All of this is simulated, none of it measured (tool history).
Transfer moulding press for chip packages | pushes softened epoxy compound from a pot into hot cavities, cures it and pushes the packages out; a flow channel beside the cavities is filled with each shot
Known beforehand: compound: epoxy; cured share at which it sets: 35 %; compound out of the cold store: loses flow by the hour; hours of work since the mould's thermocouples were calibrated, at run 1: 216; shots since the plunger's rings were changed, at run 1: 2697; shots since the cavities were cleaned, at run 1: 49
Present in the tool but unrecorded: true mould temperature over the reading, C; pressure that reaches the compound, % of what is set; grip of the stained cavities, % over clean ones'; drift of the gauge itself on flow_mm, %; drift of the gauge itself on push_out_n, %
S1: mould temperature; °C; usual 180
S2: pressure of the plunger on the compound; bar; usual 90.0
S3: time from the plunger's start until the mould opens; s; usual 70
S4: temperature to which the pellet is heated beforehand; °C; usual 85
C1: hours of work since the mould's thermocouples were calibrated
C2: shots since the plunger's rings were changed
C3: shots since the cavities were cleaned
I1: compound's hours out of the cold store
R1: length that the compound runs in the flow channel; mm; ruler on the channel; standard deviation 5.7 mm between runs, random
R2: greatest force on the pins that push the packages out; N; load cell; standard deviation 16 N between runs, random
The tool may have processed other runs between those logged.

| run | hour | S1 | S2 | S3 | S4 | C1 | C2 | C3 | I1 | R1 | R2 |
|---|---|---|---|---|---|---|---|---|---|---|---|
| 1 | 0.0 | 180 | 90.0 | 70 | 85 | 216 | 2697 | 49 | 15.5 | 600 | 915 |
| 2 | 31.2 | 180 | 90.0 | 70 | 85 | 238 | 3183 | 535 | 35.3 | 537 | 1291 |
|  | 54.7 | cavities cleaned with cleaning compound and waxed |
| 3 | 57.3 | 180 | 90.0 | 70 | 85 | 255 | 3568 | 41 | 36.3 | 536 | 798 |
| 4 | 77.3 | 180 | 90.0 | 70 | 85 | 269 | 3880 | 353 | 24.5 | 567 | 1207 |
|  | 109.0 | cavities cleaned with cleaning compound and waxed |
| 5 | 110.7 | 180 | 90.0 | 70 | 85 | 291 | 4378 | 27 | 35.1 | 541 | 776 |
|  | 116.0 | mould's thermocouples calibrated |
| 6 | 153.7 | 180 | 90.0 | 70 | 85 | 26 | 5018 | 667 | 44.7 | 497 | 1344 |
|  | 166.0 | cavities cleaned with cleaning compound and waxed |
|  | 186.2 | plunger's sealing rings changed |
| 7 | 187.8 | 180 | 90.0 | 70 | 85 | 47 | 26 | 302 | 17.0 | 620 | 1221 |
| 8 | 214.3 | 180 | 90.0 | 83 | 86 | 65 | 438 | 714 | 43.1 | 534 | 910 |
|  | 225.1 | cavities cleaned with cleaning compound and waxed |
| 9 | 251.6 | 180 | 90.0 | 83 | 86 | 90 | 998 | 414 | 15.6 | 614 | 873 |
|  | 279.0 | cavities cleaned with cleaning compound and waxed |
| 10 | 285.5 | 180 | 85.0 | 52 | 86 | 112 | 1503 | 101 | 9.0 | 619 | 1931 |
| 11 | 308.4 | 183 | 71.6 | 62 | 85 | 128 | 1860 | 458 | 33.9 | 493 | 1442 |
|  | 314.3 | mould's thermocouples calibrated, once more |
|  | 335.6 | cavities cleaned with cleaning compound and waxed |
| 12 | 351.5 | 180 | 72.9 | 69 | 77 | 25 | 2479 | 248 | 37.1 | 481 | 1064 |
|  | 392.4 | cavities cleaned with cleaning compound and waxed |
| 13 | 399.0 | 180 | 72.9 | 69 | 77 | 56 | 3197 | 103 | 25.3 | 507 | 982 |

Branching from run 13: 3 alternative next runs. What would each branch give?
| A | 431.0 | 180 | 90.0 | 85 | 85 | 79 | 3695 | 601 | 39.7 | ? | ? |
| B | 431.0 | 180 | 81.6 | 87 | 82 | 79 | 3695 | 601 | 15.8 | ? | ? |
| C | 431.0 | 183 | 72.9 | 69 | 94 | 79 | 3695 | 601 | 15.8 | ? | ? |

| run | R1 | R2 |
|---|---|---|
| A | 516 | 791 |
| B | 572 | 893 |
| C | 531 | 1188 |
Stripped of hidden state, with their random variation kept, the same runs would have yielded:
| run | R1 | R2 |
|---|---|---|
| A | 543 | 445 |
| B | 603 | 504 |
| C | 559 | 672 |
